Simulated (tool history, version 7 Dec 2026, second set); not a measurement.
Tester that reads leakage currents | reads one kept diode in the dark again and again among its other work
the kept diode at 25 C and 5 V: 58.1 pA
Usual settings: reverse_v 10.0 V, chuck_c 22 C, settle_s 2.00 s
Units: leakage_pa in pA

run,hour,reverse_v,chuck_c,settle_s,leakage_pa
1,0.0,10.0,22,2.00,62.75
2,38.0,10.0,22,2.00,62.60
3,72.6,10.0,30,2.00,126.48
4,91.6,10.0,30,2.00,126.03
5,131.9,10.0,22,2.00,62.39
6,149.8,10.0,22,2.00,62.84
7,179.6,4.6,22,2.00,44.40
8,200.2,10.8,22,2.00,64.61
9,218.6,10.8,22,2.00,64.88
10,242.6,14.2,22,2.00,73.41
11,280.1,14.2,22,2.00,73.73
# hour 287.2: probe card cleaned and baked
12,309.8,7.7,33,2.00,147.05
13,350.5,7.7,33,2.00,146.75
# hour 365.1: probe card cleaned and baked, once more
14,387.4,7.7,33,2.00,144.05
15,431.7,7.7,33,2.00,143.90
16,463.4,7.7,33,2.00,143.83
17,490.0,4.5,49,0.91,437.62
18,508.2,4.5,49,0.91,435.53
19,545.3,4.5,49,0.91,435.17
20,581.9,4.5,50,6.55,471.45

3 ways to go on from here, each from the tool as it stands after run 20. What would each give?
A,605.2,10.0,37,1.62,?
B,605.2,14.2,47,2.00,?
C,605.2,13.1,22,2.00,?

run,leakage_pa
A,226.42
B,597.77
C,67.60
Without the tool's hidden state the same runs would have given:
run,leakage_pa
A,228.09
B,602.04
C,68.00
